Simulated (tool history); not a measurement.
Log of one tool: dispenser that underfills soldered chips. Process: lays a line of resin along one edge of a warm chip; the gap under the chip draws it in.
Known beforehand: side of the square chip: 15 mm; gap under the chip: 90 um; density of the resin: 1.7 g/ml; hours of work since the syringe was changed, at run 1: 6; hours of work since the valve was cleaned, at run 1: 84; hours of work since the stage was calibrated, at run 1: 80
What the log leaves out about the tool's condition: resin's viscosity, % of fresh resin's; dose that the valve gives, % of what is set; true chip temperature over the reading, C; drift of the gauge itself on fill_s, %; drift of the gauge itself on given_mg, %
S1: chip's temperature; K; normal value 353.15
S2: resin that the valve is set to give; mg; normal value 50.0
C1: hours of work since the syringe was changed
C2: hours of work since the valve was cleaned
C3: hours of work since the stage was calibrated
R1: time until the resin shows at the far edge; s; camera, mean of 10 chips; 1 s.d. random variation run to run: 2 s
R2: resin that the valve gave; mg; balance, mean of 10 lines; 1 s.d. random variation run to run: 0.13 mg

{"run": 1, "hour": 0.0, "S1": 353.15, "S2": 50.0, "C1": 6, "C2": 84, "C3": 80, "R1": 268.5, "R2": 47.57}
{"hour": 2.0, "done": "new syringe of resin"}
{"run": 2, "hour": 5.1, "S1": 360.15, "S2": 50.0, "C1": 2, "C2": 88, "C3": 83, "R1": 164.6, "R2": 47.26}
{"run": 3, "hour": 11.1, "S1": 360.15, "S2": 50.0, "C1": 6, "C2": 92, "C3": 87, "R1": 202.2, "R2": 47.15}
{"hour": 12.9, "done": "new syringe of resin"}
{"hour": 14.6, "done": "dispensing valve cleaned and set on the balance"}
{"run": 4, "hour": 18.1, "S1": 353.15, "S2": 50.0, "C1": 3, "C2": 2, "C3": 91, "R1": 225.3, "R2": 49.88}
{"hour": 24.4, "done": "new syringe of resin"}
{"run": 5, "hour": 24.7, "S1": 353.15, "S2": 50.0, "C1": 0, "C2": 7, "C3": 95, "R1": 197.2, "R2": 49.46}
{"run": 6, "hour": 33.2, "S1": 339.15, "S2": 50.0, "C1": 6, "C2": 12, "C3": 101, "R1": 483.6, "R2": 49.39}
{"hour": 34.8, "done": "new syringe of resin"}
{"run": 7, "hour": 37.9, "S1": 339.15, "S2": 50.0, "C1": 2, "C2": 15, "C3": 104, "R1": 396.8, "R2": 49.37}
{"run": 8, "hour": 42.2, "S1": 339.15, "S2": 50.0, "C1": 5, "C2": 18, "C3": 107, "R1": 458.3, "R2": 49.45}
{"hour": 45.3, "done": "new syringe of resin"}
{"run": 9, "hour": 50.9, "S1": 339.15, "S2": 50.0, "C1": 4, "C2": 24, "C3": 113, "R1": 441.3, "R2": 49.18}
{"hour": 55.6, "done": "new syringe of resin"}
{"run": 10, "hour": 55.9, "S1": 353.15, "S2": 50.0, "C1": 0, "C2": 27, "C3": 116, "R1": 192.2, "R2": 49.02}
{"run": 11, "hour": 60.7, "S1": 353.15, "S2": 50.0, "C1": 3, "C2": 31, "C3": 119, "R1": 234.4, "R2": 49.16}
{"run": 12, "hour": 65.6, "S1": 353.15, "S2": 50.0, "C1": 7, "C2": 34, "C3": 123, "R1": 281.4, "R2": 48.87}
{"hour": 66.4, "done": "new syringe of resin"}
{"run": 13, "hour": 74.1, "S1": 338.15, "S2": 50.0, "C1": 5, "C2": 39, "C3": 128, "R1": 502.2, "R2": 48.57}
{"hour": 77.1, "done": "new syringe of resin"}
{"run": 14, "hour": 81.4, "S1": 353.15, "S2": 53.7, "C1": 3, "C2": 44, "C3": 133, "R1": 230.7, "R2": 52.2}
{"hour": 87.4, "done": "new syringe of resin"}
{"run": 15, "hour": 88.1, "S1": 353.15, "S2": 58.2, "C1": 0, "C2": 49, "C3": 137, "R1": 200.9, "R2": 56.3}
{"run": 16, "hour": 95.4, "S1": 353.15, "S2": 58.2, "C1": 5, "C2": 54, "C3": 142, "R1": 261.8, "R2": 56.03}
{"hour": 98.0, "done": "new syringe of resin"}
{"run": 17, "hour": 101.1, "S1": 347.15, "S2": 50.0, "C1": 2, "C2": 57, "C3": 146, "R1": 284.5, "R2": 48.15}
{"run": 18, "hour": 107.8, "S1": 347.15, "S2": 50.0, "C1": 7, "C2": 62, "C3": 150, "R1": 369.3, "R2": 48.0}
{"hour": 108.9, "done": "new syringe of resin"}
{"run": 19, "hour": 115.7, "S1": 367.15, "S2": 58.1, "C1": 5, "C2": 67, "C3": 156, "R1": 146.6, "R2": 55.73}
{"hour": 119.6, "done": "new syringe of resin"}
{"run": 20, "hour": 123.9, "S1": 352.15, "S2": 56.0, "C1": 3, "C2": 72, "C3": 161, "R1": 241.0, "R2": 53.22}
{"run": 21, "hour": 127.6, "S1": 350.15, "S2": 47.0, "C1": 5, "C2": 75, "C3": 164, "R1": 301.9, "R2": 44.49}
{"hour": 130.1, "done": "new syringe of resin"}
{"run": 22, "hour": 136.2, "S1": 350.15, "S2": 47.0, "C1": 4, "C2": 81, "C3": 169, "R1": 285.5, "R2": 44.64}
{"hour": 140.7, "done": "new syringe of resin"}
{"run": 23, "hour": 142.2, "S1": 365.15, "S2": 60.9, "C1": 1, "C2": 84, "C3": 173, "R1": 131.8, "R2": 57.57}
{"run": 24, "hour": 146.3, "S1": 353.15, "S2": 64.2, "C1": 4, "C2": 87, "C3": 176, "R1": 236.9, "R2": 60.14}
{"run": 25, "hour": 149.9, "S1": 345.15, "S2": 50.0, "C1": 6, "C2": 90, "C3": 178, "R1": 400.0, "R2": 47.15}
{"hour": 151.3, "done": "new syringe of resin"}
{"hour": 156.5, "done": "dispensing valve cleaned and set on the balance"}
{"run": 26, "hour": 157.1, "S1": 345.15, "S2": 50.0, "C1": 3, "C2": 0, "C3": 182, "R1": 336.7, "R2": 50.08}
{"hour": 162.7, "done": "new syringe of resin"}
{"run": 27, "hour": 165.1, "S1": 345.15, "S2": 50.0, "C1": 2, "C2": 6, "C3": 188, "R1": 301.6, "R2": 49.63}
{"hour": 173.6, "done": "new syringe of resin"}
{"run": 28, "hour": 173.9, "S1": 345.15, "S2": 50.0, "C1": 0, "C2": 11, "C3": 193, "R1": 281.2, "R2": 49.75}
{"run": 29, "hour": 181.4, "S1": 367.15, "S2": 50.0, "C1": 5, "C2": 17, "C3": 198, "R1": 151.6, "R2": 49.46}
{"hour": 184.3, "done": "new syringe of resin"}
{"run": 30, "hour": 187.8, "S1": 367.15, "S2": 50.0, "C1": 2, "C2": 21, "C3": 203, "R1": 135.2, "R2": 49.49}
{"run": 31, "hour": 192.5, "S1": 360.15, "S2": 45.3, "C1": 6, "C2": 24, "C3": 206, "R1": 214.8, "R2": 44.71}
{"hour": 194.8, "done": "new syringe of resin"}
{"run": 32, "hour": 196.7, "S1": 360.15, "S2": 45.3, "C1": 1, "C2": 27, "C3": 208, "R1": 167.3, "R2": 44.58}
{"run": 33, "hour": 204.1, "S1": 357.15, "S2": 57.6, "C1": 6, "C2": 32, "C3": 214, "R1": 235.3, "R2": 56.67}
{"hour": 205.3, "done": "new syringe of resin"}
{"run": 34, "hour": 212.2, "S1": 339.15, "S2": 60.6, "C1": 5, "C2": 37, "C3": 219, "R1": 453.3, "R2": 59.09}
{"hour": 215.9, "done": "new syringe of resin"}
{"run": 35, "hour": 218.1, "S1": 359.15, "S2": 43.1, "C1": 1, "C2": 41, "C3": 223, "R1": 177.0, "R2": 42.1}
{"run": 36, "hour": 221.9, "S1": 359.15, "S2": 43.1, "C1": 4, "C2": 43, "C3": 225, "R1": 203.7, "R2": 42.03}

Entry by entry between the runs, the difference in hidden state between the last listed run before and the first listed run after:
From run 1 to run 2: new syringe of resin (hour 2.0)
  resin's viscosity, % of fresh resin's: 134.4 -> 110; dose that the valve gives, % of what is set: 94.78 -> 94.52; true chip temperature over the reading, C: -0.33 -> -0.34
  measured less the result without the state, R1: +73.5 -> +18.7 s; R2: -2.62 -> -2.74 mg
From run 3 to run 4: new syringe of resin (hour 12.9); dispensing valve cleaned and set on the balance (hour 14.6)
  resin's viscosity, % of fresh resin's: 136.4 -> 114.4; dose that the valve gives, % of what is set: 94.26 -> 99.7; true chip temperature over the reading, C: -0.36 -> -0.38
  measured less the result without the state, R1: +57.9 -> +31.5 s; R2: -2.87 -> -0.15 mg
From run 4 to run 5: new syringe of resin (hour 24.4)
  resin's viscosity, % of fresh resin's: 114.4 -> 99.6; dose that the valve gives, % of what is set: 99.7 -> 99.42; true chip temperature over the reading, C: -0.38 -> -0.41
  measured less the result without the state, R1: +31.5 -> +2.7 s; R2: -0.15 -> -0.29 mg
From run 6 to run 7: new syringe of resin (hour 34.8)
  resin's viscosity, % of fresh resin's: 135.4 -> 110.4; dose that the valve gives, % of what is set: 99.08 -> 98.89; true chip temperature over the reading, C: -0.44 -> -0.45
  measured less the result without the state, R1: +133.8 -> +45.0 s; R2: -0.46 -> -0.55 mg
From run 8 to run 9: new syringe of resin (hour 45.3)
  resin's viscosity, % of fresh resin's: 129.1 -> 123.3; dose that the valve gives, % of what is set: 98.7 -> 98.36; true chip temperature over the reading, C: -0.47 -> -0.5
  measured less the result without the state, R1: +111.6 -> +92.2 s; R2: -0.65 -> -0.82 mg
From run 9 to run 10: new syringe of resin (hour 55.6)
  resin's viscosity, % of fresh resin's: 123.3 -> 99.7; dose that the valve gives, % of what is set: 98.36 -> 98.15; true chip temperature over the reading, C: -0.5 -> -0.52
  measured less the result without the state, R1: +92.2 -> +4.1 s; R2: -0.82 -> -0.92 mg
From run 12 to run 13: new syringe of resin (hour 66.4)
  resin's viscosity, % of fresh resin's: 141.2 -> 133.3; dose that the valve gives, % of what is set: 97.73 -> 97.35; true chip temperature over the reading, C: -0.55 -> -0.58
  measured less the result without the state, R1: +87.4 -> +137.0 s; R2: -1.14 -> -1.33 mg
From run 13 to run 14: new syringe of resin (hour 77.1)
  resin's viscosity, % of fresh resin's: 133.3 -> 116.1; dose that the valve gives, % of what is set: 97.35 -> 97.06; true chip temperature over the reading, C: -0.58 -> -0.6
  measured less the result without the state, R1: +137.0 -> +37.7 s; R2: -1.33 -> -1.58 mg
From run 14 to run 15: new syringe of resin (hour 87.4)
  resin's viscosity, % of fresh resin's: 116.1 -> 103.1; dose that the valve gives, % of what is set: 97.06 -> 96.79; true chip temperature over the reading, C: -0.6 -> -0.63
  measured less the result without the state, R1: +37.7 -> +11.5 s; R2: -1.58 -> -1.87 mg
From run 16 to run 17: new syringe of resin (hour 98.0)
  resin's viscosity, % of fresh resin's: 134.3 -> 112.3; dose that the valve gives, % of what is set: 96.46 -> 96.22; true chip temperature over the reading, C: -0.65 -> -0.67
  measured less the result without the state, R1: +72.6 -> +40.0 s; R2: -2.06 -> -1.89 mg
From run 18 to run 19: new syringe of resin (hour 108.9)
  resin's viscosity, % of fresh resin's: 143.1 -> 129.1; dose that the valve gives, % of what is set: 95.91 -> 95.57; true chip temperature over the reading, C: -0.69 -> -0.72
  measured less the result without the state, R1: +120.9 -> +36.5 s; R2: -2.04 -> -2.58 mg
From run 19 to run 20: new syringe of resin (hour 119.6)
  resin's viscosity, % of fresh resin's: 129.1 -> 117.2; dose that the valve gives, % of what is set: 95.57 -> 95.22; true chip temperature over the reading, C: -0.72 -> -0.75
  measured less the result without the state, R1: +36.5 -> +42.7 s; R2: -2.58 -> -2.67 mg
From run 21 to run 22: new syringe of resin (hour 130.1)
  resin's viscosity, % of fresh resin's: 134 -> 124.2; dose that the valve gives, % of what is set: 95.05 -> 94.7; true chip temperature over the reading, C: -0.76 -> -0.79
  measured less the result without the state, R1: +86.5 -> +66.2 s; R2: -2.32 -> -2.50 mg
From run 22 to run 23: new syringe of resin (hour 140.7)
  resin's viscosity, % of fresh resin's: 124.2 -> 105.6; dose that the valve gives, % of what is set: 94.7 -> 94.42; true chip temperature over the reading, C: -0.79 -> -0.81
  measured less the result without the state, R1: +66.2 -> +11.3 s; R2: -2.50 -> -3.40 mg
From run 25 to run 26: new syringe of resin (hour 151.3); dispensing valve cleaned and set on the balance (hour 156.5)
  resin's viscosity, % of fresh resin's: 139.5 -> 119.7; dose that the valve gives, % of what is set: 94.08 -> 100.01; true chip temperature over the reading, C: -0.83 -> -0.85
  measured less the result without the state, R1: +127.1 -> +65.3 s; R2: -2.96 -> +0.01 mg
From run 26 to run 27: new syringe of resin (hour 162.7)
  resin's viscosity, % of fresh resin's: 119.7 -> 109; dose that the valve gives, % of what is set: 100.01 -> 99.68; true chip temperature over the reading, C: -0.85 -> -0.88
  measured less the result without the state, R1: +65.3 -> +35.3 s; R2: +0.01 -> -0.16 mg
From run 27 to run 28: new syringe of resin (hour 173.6)
  resin's viscosity, % of fresh resin's: 109 -> 100.2; dose that the valve gives, % of what is set: 99.68 -> 99.34; true chip temperature over the reading, C: -0.88 -> -0.91
  measured less the result without the state, R1: +35.3 -> +11.6 s; R2: -0.16 -> -0.33 mg
From run 29 to run 30: new syringe of resin (hour 184.3)
  resin's viscosity, % of fresh resin's: 131.4 -> 115.7; dose that the valve gives, % of what is set: 99 -> 98.75; true chip temperature over the reading, C: -0.94 -> -0.96
  measured less the result without the state, R1: +40.5 -> +22.8 s; R2: -0.50 -> -0.63 mg
From run 31 to run 32: new syringe of resin (hour 194.8)
  resin's viscosity, % of fresh resin's: 137 -> 106.5; dose that the valve gives, % of what is set: 98.55 -> 98.41; true chip temperature over the reading, C: -0.97 -> -0.99
  measured less the result without the state, R1: +64.4 -> +16.8 s; R2: -0.65 -> -0.72 mg
From run 33 to run 34: new syringe of resin (hour 205.3)
  resin's viscosity, % of fresh resin's: 139.2 -> 127.2; dose that the valve gives, % of what is set: 98.07 -> 97.75; true chip temperature over the reading, C: -1.01 -> -1.04
  measured less the result without the state, R1: +73.2 -> +113.4 s; R2: -1.12 -> -1.36 mg
From run 34 to run 35: new syringe of resin (hour 215.9)
  resin's viscosity, % of fresh resin's: 127.2 -> 107.7; dose that the valve gives, % of what is set: 97.75 -> 97.52; true chip temperature over the reading, C: -1.04 -> -1.06
  measured less the result without the state, R1: +113.4 -> +20.7 s; R2: -1.36 -> -1.07 mg

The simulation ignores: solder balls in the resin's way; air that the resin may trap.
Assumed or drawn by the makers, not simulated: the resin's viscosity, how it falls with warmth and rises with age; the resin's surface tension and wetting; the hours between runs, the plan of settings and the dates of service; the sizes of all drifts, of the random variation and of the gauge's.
